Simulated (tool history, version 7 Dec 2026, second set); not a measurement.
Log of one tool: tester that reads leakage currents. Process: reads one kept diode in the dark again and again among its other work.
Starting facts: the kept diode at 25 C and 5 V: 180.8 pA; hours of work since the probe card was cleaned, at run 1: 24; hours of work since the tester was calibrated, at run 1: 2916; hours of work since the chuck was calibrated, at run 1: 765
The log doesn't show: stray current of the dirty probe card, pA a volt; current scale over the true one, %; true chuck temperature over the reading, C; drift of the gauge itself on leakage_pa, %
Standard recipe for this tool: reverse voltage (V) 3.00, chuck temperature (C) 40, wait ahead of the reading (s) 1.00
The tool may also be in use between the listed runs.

| run | hour | reverse voltage (V) | chuck temperature (C) | wait ahead of the reading (s) | hours of work since the probe card was cleaned | hours of work since the tester was calibrated | hours of work since the chuck was calibrated | current that the tester gives (pA) |
|---|---|---|---|---|---|---|---|---|
| 1 | 0.0 | 3.00 | 40 | 1.00 | 24 | 2916 | 765 | 403.81 |
| 2 | 197.9 | 3.00 | 40 | 2.00 | 181 | 3073 | 922 | 396.63 |
| 3 | 368.5 | 4.86 | 40 | 1.00 | 316 | 3208 | 1058 | 500.71 |
|  | 486.5 | chuck's temperature calibrated |
| 4 | 496.1 | 4.86 | 40 | 1.00 | 416 | 3308 | 8 | 575.97 |
| 5 | 667.2 | 4.86 | 40 | 1.00 | 552 | 3444 | 144 | 570.60 |
| 6 | 762.2 | 3.00 | 40 | 1.00 | 627 | 3519 | 219 | 439.08 |
| 7 | 850.4 | 3.00 | 40 | 1.00 | 697 | 3589 | 289 | 436.60 |
| 8 | 1019.5 | 3.89 | 40 | 1.00 | 832 | 3724 | 423 | 490.66 |
| 9 | 1173.9 | 3.89 | 40 | 1.00 | 954 | 3846 | 546 | 482.53 |
| 10 | 1325.8 | 2.27 | 44 | 2.26 | 1075 | 3967 | 667 | 482.25 |
| 11 | 1408.9 | 2.27 | 59 | 2.83 | 1141 | 4033 | 732 | 1352.31 |
| 12 | 1513.9 | 2.27 | 59 | 2.83 | 1224 | 4116 | 816 | 1346.86 |
| 13 | 1616.6 | 6.89 | 45 | 5.40 | 1306 | 4198 | 897 | 895.43 |
| 14 | 1813.8 | 17.60 | 40 | 1.00 | 1462 | 4354 | 1054 | 995.85 |
|  | 1935.2 | probe card cleaned and baked |
|  | 1937.2 | chuck's temperature calibrated |
| 15 | 1985.5 | 17.60 | 40 | 1.00 | 38 | 4487 | 38 | 1095.42 |

How would selected steps in current that the tester gives (pA) from run to run divide? Give the signed amount a tool lacking its hidden state would still show from settings, what came in and random variation, and the signed amount left for the hidden state, including any gauge scatter that is not in both of the compared results.
Run 10 -> 11: chuck temperature (C) 44 -> 59, wait ahead of the reading (s) 2.26 -> 2.83. current that the tester gives (pA) +870.06: hidden state -82.22, all else +952.28.
Run 14 -> 15: probe card cleaned and baked, chuck's temperature calibrated. current that the tester gives (pA) +99.57: hidden state +103.54, all else -3.97.

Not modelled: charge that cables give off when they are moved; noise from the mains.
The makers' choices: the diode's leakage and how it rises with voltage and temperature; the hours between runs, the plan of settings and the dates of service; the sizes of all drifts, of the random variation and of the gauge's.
